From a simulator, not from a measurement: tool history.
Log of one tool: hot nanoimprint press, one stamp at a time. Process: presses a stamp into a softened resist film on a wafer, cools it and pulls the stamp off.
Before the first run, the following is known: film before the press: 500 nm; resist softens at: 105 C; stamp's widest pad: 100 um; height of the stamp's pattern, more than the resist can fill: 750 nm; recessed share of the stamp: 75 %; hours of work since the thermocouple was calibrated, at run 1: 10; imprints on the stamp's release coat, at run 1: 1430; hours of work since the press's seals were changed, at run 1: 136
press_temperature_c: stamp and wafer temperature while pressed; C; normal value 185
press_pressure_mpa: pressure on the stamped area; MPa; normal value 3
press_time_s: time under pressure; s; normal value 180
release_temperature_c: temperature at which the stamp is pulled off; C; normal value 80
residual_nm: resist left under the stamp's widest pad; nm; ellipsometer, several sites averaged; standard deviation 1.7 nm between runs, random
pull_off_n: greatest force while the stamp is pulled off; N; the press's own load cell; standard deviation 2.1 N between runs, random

run   hour  press_temperature_c  press_pressure_mpa  press_time_s  release_temperature_c  hours of work since the thermocouple was calibrated  imprints on the stamp's release coat  hours of work since the press's seals were changed  residual_nm  pull_off_n
  1      0                  185                   3           180                     80                                                   10                                  1430                                                 136        270.4          91
  2    4.4                  185                   3           191                     80                                                   12                                  1439                                                 138        266.6          92
  3    8.5                  185                   3           191                     80                                                   14                                  1448                                                 139          265          90
  4   18.2                  185                   3           191                     80                                                   18                                  1469                                                 144          264          94
      25.3  -- stamp cleaned and given a new release coat
  5   32.6                  173                   3           191                     80                                                   22                                    15                                                 147        389.4          88
  6   36.6                  173                   3           191                     80                                                   23                                    24                                                 149          390          93
  7   46.4                  185                   3           180                     80                                                   27                                    45                                                 153          268          92
  8   53.6                  185                   3           180                     80                                                   30                                    61                                                 156        268.1          93
  9   60.2                  185                   3           180                     80                                                   33                                    75                                                 159        270.6          91
 10   66.6                  185                2.99           180                     67                                                   36                                    89                                                 162        269.6         100
 11   71.1                  191                1.92           186                     69                                                   38                                    99                                                 164        272.2          96
 12   80.6                  191                1.92           186                     69                                                   42                                   119                                                 168        269.1          95
 13   89.8                  191                1.92           186                     69                                                   46                                   139                                                 172        274.4         100
 14   97.8                  185                   3           180                     88                                                   49                                   157                                                 175        272.4          88
 15  104.9                  174                   3           283                     80                                                   53                                   172                                                 178        350.1          91
 16  111.4                  173                   3           139                     78                                                   55                                   186                                                 181        411.8          91
 17  117.1                  195                2.44           137                     80                                                   58                                   199                                                 183          231          92

What if the next run were any one of these 3? Each begins from the tool's condition after run 17:
  A  122.1                  186                4.63           137                     80                                                   60                                   209                                                 186            ?           ?
  B  122.1                  185                   3           180                     80                                                   60                                   209                                                 186            ?           ?
  C  122.1                  191                4.23           112                     80                                                   60                                   209                                                 186            ?           ?

run  residual_nm  pull_off_n
  A        228.7          91
  B        268.6          95
  C        213.1          91
What these runs would have given with no unlogged condition in the tool:
run  residual_nm  pull_off_n
  A        228.7          91
  B        268.6          95
  C        213.1          91

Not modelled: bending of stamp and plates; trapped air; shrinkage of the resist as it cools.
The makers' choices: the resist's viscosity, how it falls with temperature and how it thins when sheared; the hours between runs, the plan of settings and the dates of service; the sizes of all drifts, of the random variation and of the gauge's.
